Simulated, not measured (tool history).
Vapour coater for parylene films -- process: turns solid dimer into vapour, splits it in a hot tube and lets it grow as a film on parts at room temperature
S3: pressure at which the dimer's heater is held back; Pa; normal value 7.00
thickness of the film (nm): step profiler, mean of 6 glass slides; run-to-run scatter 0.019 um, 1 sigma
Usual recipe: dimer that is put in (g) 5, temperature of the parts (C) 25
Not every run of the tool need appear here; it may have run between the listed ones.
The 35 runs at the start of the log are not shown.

run 36 day=66.617 | dimer_that_is_put_in_(g)=9 temperature_of_the_parts_(C)=26 S3=7.00 | thickness_of_the_film_(nm)=3170
-- day=67.196 table's thermometer calibrated
run 37 day=69.129 | dimer_that_is_put_in_(g)=8 temperature_of_the_parts_(C)=34 S3=4.39 | thickness_of_the_film_(nm)=2510
run 38 day=71.538 | dimer_that_is_put_in_(g)=4 temperature_of_the_parts_(C)=22 S3=3.33 | thickness_of_the_film_(nm)=1660
run 39 day=73.396 | dimer_that_is_put_in_(g)=4 temperature_of_the_parts_(C)=22 S3=3.33 | thickness_of_the_film_(nm)=1650
run 40 day=74.962 | dimer_that_is_put_in_(g)=4 temperature_of_the_parts_(C)=22 S3=3.33 | thickness_of_the_film_(nm)=1650
run 41 day=76.188 | dimer_that_is_put_in_(g)=5 temperature_of_the_parts_(C)=17 S3=7.00 | thickness_of_the_film_(nm)=2120
run 42 day=78.108 | dimer_that_is_put_in_(g)=2 temperature_of_the_parts_(C)=30 S3=7.00 | thickness_of_the_film_(nm)=650
run 43 day=80.354 | dimer_that_is_put_in_(g)=5 temperature_of_the_parts_(C)=30 S3=4.37 | thickness_of_the_film_(nm)=1670
run 44 day=82.517 | dimer_that_is_put_in_(g)=2 temperature_of_the_parts_(C)=20 S3=2.52 | thickness_of_the_film_(nm)=880
-- day=83.771 trap's valve overhauled
run 45 day=85.112 | dimer_that_is_put_in_(g)=2 temperature_of_the_parts_(C)=20 S3=2.52 | thickness_of_the_film_(nm)=920
run 46 day=87.096 | dimer_that_is_put_in_(g)=2 temperature_of_the_parts_(C)=20 S3=2.52 | thickness_of_the_film_(nm)=900

4 options for the next run, each taken on its own from the tool as it stands now. Forecast them:
run A day=88.288 | dimer_that_is_put_in_(g)=4 temperature_of_the_parts_(C)=22 S3=2.52 | thickness_of_the_film_(nm)=?
run B day=88.288 | dimer_that_is_put_in_(g)=3 temperature_of_the_parts_(C)=20 S3=3.66 | thickness_of_the_film_(nm)=?
run C day=88.288 | dimer_that_is_put_in_(g)=2 temperature_of_the_parts_(C)=34 S3=2.34 | thickness_of_the_film_(nm)=?
run D day=88.288 | dimer_that_is_put_in_(g)=2 temperature_of_the_parts_(C)=18 S3=6.14 | thickness_of_the_film_(nm)=?

run=A thickness_of_the_film_(nm)=1730
run=B thickness_of_the_film_(nm)=1270
run=C thickness_of_the_film_(nm)=690
run=D thickness_of_the_film_(nm)=870
The same runs, with their run-to-run variation unchanged, on a tool lacking any hidden condition would have given:
run=A thickness_of_the_film_(nm)=1730
run=B thickness_of_the_film_(nm)=1270
run=C thickness_of_the_film_(nm)=690
run=D thickness_of_the_film_(nm)=870
